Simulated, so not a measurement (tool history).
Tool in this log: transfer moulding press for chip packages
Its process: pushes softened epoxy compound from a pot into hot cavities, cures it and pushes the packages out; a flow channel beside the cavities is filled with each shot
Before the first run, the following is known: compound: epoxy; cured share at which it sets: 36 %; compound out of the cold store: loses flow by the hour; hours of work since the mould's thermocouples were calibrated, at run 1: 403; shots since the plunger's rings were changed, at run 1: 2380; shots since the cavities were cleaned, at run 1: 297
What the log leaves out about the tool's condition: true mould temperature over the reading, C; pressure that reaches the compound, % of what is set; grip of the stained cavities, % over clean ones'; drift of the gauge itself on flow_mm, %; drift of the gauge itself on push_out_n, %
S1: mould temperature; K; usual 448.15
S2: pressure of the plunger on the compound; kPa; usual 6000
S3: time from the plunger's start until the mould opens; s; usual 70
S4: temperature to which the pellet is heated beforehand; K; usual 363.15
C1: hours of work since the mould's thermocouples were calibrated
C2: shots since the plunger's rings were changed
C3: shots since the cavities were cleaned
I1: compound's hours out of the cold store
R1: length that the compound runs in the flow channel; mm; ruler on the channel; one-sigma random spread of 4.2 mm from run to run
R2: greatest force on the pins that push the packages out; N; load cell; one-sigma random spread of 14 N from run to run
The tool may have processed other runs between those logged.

Run 1, hour 0.0: usual settings; C1 403; C2 2380; C3 297; I1 44.1. Result: R1 732 mm, R2 662 N.
Run 2, hour 13.2: usual settings; C1 412; C2 2570; C3 487; I1 14.1. Result: R1 781 mm, R2 720 N.
Run 3, hour 29.0: usual settings but S2 4520 kPa; C1 422; C2 2796; C3 713; I1 29.0. Result: R1 657 mm, R2 670 N.
At hour 45.3: cavities cleaned with cleaning compound and waxed.
Run 4, hour 47.7: usual settings but S3 86 s; C1 433; C2 3044; C3 35; I1 14.1. Result: R1 784 mm, R2 455 N.
Run 5, hour 56.3: usual settings but S3 86 s; C1 438; C2 3167; C3 158; I1 28.9. Result: R1 763 mm, R2 461 N.
Run 6, hour 72.9: usual settings but S3 86 s; C1 449; C2 3406; C3 397; I1 13.0. Result: R1 787 mm, R2 462 N.
Run 7, hour 82.1: usual settings but S3 86 s; C1 455; C2 3537; C3 528; I1 19.3. Result: R1 773 mm, R2 458 N.
Run 8, hour 98.0: usual settings but S3 86 s; C1 465; C2 3766; C3 757; I1 38.3. Result: R1 743 mm, R2 455 N.
At hour 111.3: cavities cleaned with cleaning compound and waxed.
Run 9, hour 113.5: usual settings but S3 86 s; C1 474; C2 3967; C3 31; I1 38.0. Result: R1 744 mm, R2 434 N.
Run 10, hour 125.2: usual settings but S3 86 s; C1 481; C2 4135; C3 199; I1 14.0. Result: R1 782 mm, R2 445 N.
Run 11, hour 141.2: usual settings but S1 443.15 K; C1 492; C2 4365; C3 429; I1 46.3. Result: R1 744 mm, R2 982 N.
Run 12, hour 149.2: usual settings; C1 497; C2 4480; C3 544; I1 19.8. Result: R1 770 mm, R2 693 N.
Run 13, hour 158.7: usual settings; C1 503; C2 4616; C3 680; I1 27.2. Result: R1 763 mm, R2 702 N.
Run 14, hour 171.8: usual settings; C1 511; C2 4805; C3 869; I1 9.9. Result: R1 798 mm, R2 711 N.
At hour 177.5: cavities cleaned with cleaning compound and waxed.
Run 15, hour 188.6: usual settings; C1 521; C2 5024; C3 159; I1 23.0. Result: R1 770 mm, R2 694 N.
Run 16, hour 200.6: usual settings but S3 96 s; C1 529; C2 5197; C3 332; I1 9.7. Result: R1 795 mm, R2 397 N.
Run 17, hour 217.8: usual settings; C1 540; C2 5443; C3 578; I1 15.6. Result: R1 780 mm, R2 722 N.
Run 18, hour 225.5: usual settings; C1 545; C2 5554; C3 689; I1 26.1. Result: R1 763 mm, R2 730 N.
Run 19, hour 238.9: usual settings; C1 553; C2 5747; C3 882; I1 29.4. Result: R1 752 mm, R2 691 N.
At hour 244.0: cavities cleaned with cleaning compound and waxed.
Run 20, hour 248.8: usual settings but S1 455.15 K, S2 6820 kPa, S4 366.15 K; C1 558; C2 5867; C3 68; I1 39.0. Result: R1 775 mm, R2 451 N.

The next listed run, before its measurement:
Run 21, hour 261.8: usual settings but S1 440.15 K, S2 6810 kPa, S3 101 s, S4 366.15 K; C1 567; C2 6053; C3 254; I1 23.8. Result: R1 ?, R2 ?.

Run 21 measured R1 846 mm, R2 500 N.
If the tool had no hidden condition, the same run with the same run-to-run variation would have returned R1 849 mm, R2 496 N.

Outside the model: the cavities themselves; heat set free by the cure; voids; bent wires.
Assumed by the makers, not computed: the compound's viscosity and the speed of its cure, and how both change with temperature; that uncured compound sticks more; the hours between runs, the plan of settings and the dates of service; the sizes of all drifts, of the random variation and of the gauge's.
